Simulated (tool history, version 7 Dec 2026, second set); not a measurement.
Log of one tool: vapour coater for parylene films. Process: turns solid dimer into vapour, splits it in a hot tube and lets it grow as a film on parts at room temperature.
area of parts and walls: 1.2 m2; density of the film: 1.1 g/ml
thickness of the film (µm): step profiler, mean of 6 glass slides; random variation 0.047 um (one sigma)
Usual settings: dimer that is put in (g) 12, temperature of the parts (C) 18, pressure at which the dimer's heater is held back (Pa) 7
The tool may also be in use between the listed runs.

run   hour  dimer that is put in (g)  temperature of the parts (C)  pressure at which the dimer's heater is held back (Pa)  thickness of the film (µm)
  1      0                        12                            18                                                       7                        5.18
  2   10.3                        12                            18                                                       7                        5.11
  3   27.9                        12                            18                                                       7                        5.09
  4   47.8                        12                            20                                                       7                        4.72
  5   59.8                        15                            18                                                       7                        6.33
  6   74.8                        15                            18                                                    7.14                        6.28
  7   90.2                        15                            18                                                    6.32                        6.28
  8    115                        15                            18                                                    6.32                        6.35
  9  128.7                        15                            25                                                    6.32                        4.81
 10  141.3                        12                            18                                                       7                        4.93
 11  156.1                        12                            18                                                       7                        4.89
 12  180.3                        12                            18                                                       7                        4.86
 13  195.8                        12                            18                                                       7                        4.94
 14  207.2                        12                            18                                                       7                         4.9
 15  221.2                        12                            18                                                       7                         4.9
 16  242.8                        12                            18                                                       7                        4.84
 17  258.3                        12                            22                                                       7                        4.11
 18    284                        12                            22                                                       7                        4.13
 19  313.4                        12                            22                                                       7                        4.01
 20  333.7                        12                            22                                                    7.58                        4.02
 21  353.9                        12                            22                                                    7.58                        4.04
 22  378.9                        12                            22                                                    2.68                        4.68
 23  403.2                        12                            17                                                    7.06                        4.77
 24  414.9                        11                            18                                                   11.69                        3.85
 25    429                         5                            19                                                    9.88                        1.79
 26  451.5                        10                            18                                                    5.33                         4.6
 27  473.6                        11                            19                                                    5.33                           5
 28  486.1                        14                            11                                                       7                        8.17
 29  498.7                         6                            20                                                       7                        2.48
 30  523.8                         6                            20                                                       7                        2.45
 31  542.5                         6                            18                                                    6.35                        2.68
 32  566.2                        12                            22                                                       7                        4.47
 33  579.8                         8                            22                                                    5.18                        3.14
 34  592.1                         5                            18                                                    2.69                        2.59
 35    616                         5                            18                                                    2.69                        2.53
 36  641.3                        14                            18                                                    9.61                        5.69
 37  658.8                         7                            18                                                       2                        3.67
 38  672.2                        15                            18                                                    5.02                        6.73
 39  694.2                        10                            18                                                    2.24                        5.27
 40  717.2                        12                            14                                                       7                        6.07
 41  734.2                        14                            22                                                    2.03                        6.31
 42  753.9                        14                            17                                                    2.56                        7.33

Not shown: 3 entries that the log had between the listed runs. Between which runs, and how does the tool's hidden state differ before and after?
Between runs 18 and 19: trap's valve overhauled (hour 289.1)
  vapour lost through the trap's worn valve, %: 10.9 -> 12.4; true temperature of the parts over the reading, C: 0.47 -> 0.5
  measured less the result without the state, thickness of the film (µm): -0.58 -> -0.66
Between runs 25 and 26: trap's valve overhauled, once more (hour 434.8)
  vapour lost through the trap's worn valve, %: 14.3 -> 0.3; true temperature of the parts over the reading, C: 0.59 -> 0.61
  measured less the result without the state, thickness of the film (µm): -0.34 -> -0.12
Between runs 38 and 39: table's thermometer calibrated (hour 689.7)
  vapour lost through the trap's worn valve, %: 3.8 -> 4.2; true temperature of the parts over the reading, C: 0.8 -> -0.01
  measured less the result without the state, thickness of the film (µm): -0.48 -> -0.23
